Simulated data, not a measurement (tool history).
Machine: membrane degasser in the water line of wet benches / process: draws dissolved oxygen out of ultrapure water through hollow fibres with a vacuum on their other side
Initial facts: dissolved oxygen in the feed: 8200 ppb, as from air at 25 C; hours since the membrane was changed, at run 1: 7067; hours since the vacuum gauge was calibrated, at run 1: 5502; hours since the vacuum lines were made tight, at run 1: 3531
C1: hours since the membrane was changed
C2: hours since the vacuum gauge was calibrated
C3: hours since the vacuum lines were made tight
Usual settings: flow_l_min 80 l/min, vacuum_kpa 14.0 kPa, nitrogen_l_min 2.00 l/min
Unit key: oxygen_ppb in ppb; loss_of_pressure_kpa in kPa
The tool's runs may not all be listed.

{"run": 1, "day": 0.0, "flow_l_min": 80, "vacuum_kpa": 14.0, "nitrogen_l_min": 2.0, "C1": 7067, "C2": 5502, "C3": 3531, "oxygen_ppb": 816.0, "loss_of_pressure_kpa": 55.72}
{"run": 2, "day": 7.258, "flow_l_min": 80, "vacuum_kpa": 14.0, "nitrogen_l_min": 2.0, "C1": 7241, "C2": 5676, "C3": 3705, "oxygen_ppb": 817.8, "loss_of_pressure_kpa": 55.66}
{"run": 3, "day": 15.946, "flow_l_min": 86, "vacuum_kpa": 14.0, "nitrogen_l_min": 2.0, "C1": 7450, "C2": 5885, "C3": 3913, "oxygen_ppb": 864.8, "loss_of_pressure_kpa": 59.75}
{"run": 4, "day": 26.446, "flow_l_min": 86, "vacuum_kpa": 14.0, "nitrogen_l_min": 2.0, "C1": 7701, "C2": 6137, "C3": 4165, "oxygen_ppb": 860.2, "loss_of_pressure_kpa": 60.34}
{"run": 5, "day": 35.742, "flow_l_min": 86, "vacuum_kpa": 14.0, "nitrogen_l_min": 2.0, "C1": 7925, "C2": 6360, "C3": 4388, "oxygen_ppb": 866.0, "loss_of_pressure_kpa": 60.19}
{"run": 6, "day": 44.775, "flow_l_min": 80, "vacuum_kpa": 14.0, "nitrogen_l_min": 2.0, "C1": 8141, "C2": 6577, "C3": 4605, "oxygen_ppb": 817.3, "loss_of_pressure_kpa": 55.31}
{"run": 7, "day": 50.633, "flow_l_min": 80, "vacuum_kpa": 14.0, "nitrogen_l_min": 2.0, "C1": 8282, "C2": 6717, "C3": 4746, "oxygen_ppb": 817.0, "loss_of_pressure_kpa": 55.81}
{"run": 8, "day": 58.104, "flow_l_min": 80, "vacuum_kpa": 14.0, "nitrogen_l_min": 2.0, "C1": 8461, "C2": 6896, "C3": 4925, "oxygen_ppb": 813.7, "loss_of_pressure_kpa": 55.86}
{"run": 9, "day": 63.592, "flow_l_min": 80, "vacuum_kpa": 14.0, "nitrogen_l_min": 2.0, "C1": 8593, "C2": 7028, "C3": 5057, "oxygen_ppb": 817.1, "loss_of_pressure_kpa": 56.23}
{"day": 64.55, "done": "vacuum gauge calibrated"}
{"run": 10, "day": 71.471, "flow_l_min": 80, "vacuum_kpa": 14.0, "nitrogen_l_min": 2.0, "C1": 8782, "C2": 166, "C3": 5245, "oxygen_ppb": 823.1, "loss_of_pressure_kpa": 56.62}
{"run": 11, "day": 82.692, "flow_l_min": 80, "vacuum_kpa": 17.3, "nitrogen_l_min": 2.0, "C1": 9051, "C2": 435, "C3": 5515, "oxygen_ppb": 1038.5, "loss_of_pressure_kpa": 56.38}
{"run": 12, "day": 89.975, "flow_l_min": 80, "vacuum_kpa": 17.3, "nitrogen_l_min": 2.0, "C1": 9226, "C2": 610, "C3": 5689, "oxygen_ppb": 1031.9, "loss_of_pressure_kpa": 56.54}
{"run": 13, "day": 98.05, "flow_l_min": 80, "vacuum_kpa": 14.0, "nitrogen_l_min": 1.87, "C1": 9420, "C2": 804, "C3": 5883, "oxygen_ppb": 856.6, "loss_of_pressure_kpa": 56.72}
{"run": 14, "day": 106.838, "flow_l_min": 80, "vacuum_kpa": 19.5, "nitrogen_l_min": 2.0, "C1": 9630, "C2": 1015, "C3": 6094, "oxygen_ppb": 1183.7, "loss_of_pressure_kpa": 56.95}
{"run": 15, "day": 117.054, "flow_l_min": 52, "vacuum_kpa": 14.0, "nitrogen_l_min": 1.46, "C1": 9876, "C2": 1260, "C3": 6339, "oxygen_ppb": 738.0, "loss_of_pressure_kpa": 36.88}
{"day": 120.429, "done": "vacuum gauge calibrated, once more"}
{"run": 16, "day": 127.712, "flow_l_min": 52, "vacuum_kpa": 10.1, "nitrogen_l_min": 1.46, "C1": 10131, "C2": 175, "C3": 6595, "oxygen_ppb": 476.5, "loss_of_pressure_kpa": 36.34}
{"run": 17, "day": 138.983, "flow_l_min": 52, "vacuum_kpa": 10.1, "nitrogen_l_min": 1.46, "C1": 10401, "C2": 445, "C3": 6865, "oxygen_ppb": 478.2, "loss_of_pressure_kpa": 36.58}
{"run": 18, "day": 145.442, "flow_l_min": 67, "vacuum_kpa": 13.9, "nitrogen_l_min": 1.46, "C1": 10556, "C2": 600, "C3": 7020, "oxygen_ppb": 881.1, "loss_of_pressure_kpa": 47.58}
{"run": 19, "day": 155.238, "flow_l_min": 106, "vacuum_kpa": 32.7, "nitrogen_l_min": 1.46, "C1": 10791, "C2": 835, "C3": 7255, "oxygen_ppb": 2743.8, "loss_of_pressure_kpa": 76.02}
{"run": 20, "day": 166.175, "flow_l_min": 84, "vacuum_kpa": 32.7, "nitrogen_l_min": 3.88, "C1": 11054, "C2": 1098, "C3": 7518, "oxygen_ppb": 1233.9, "loss_of_pressure_kpa": 59.88}

Predict the results of run 21:
{"run": 21, "day": 175.567, "flow_l_min": 84, "vacuum_kpa": 10.3, "nitrogen_l_min": 3.32, "C1": 11279, "C2": 1323, "C3": 7743, "oxygen_ppb": "?", "loss_of_pressure_kpa": "?"}

{"run 21": {"oxygen_ppb": 386.3, "loss_of_pressure_kpa": 60.2}}
Take away the tool's hidden state, keep the run-to-run variation as it was, and the same run would have given oxygen_ppb 381.4 ppb, loss_of_pressure_kpa 56.16 kPa.
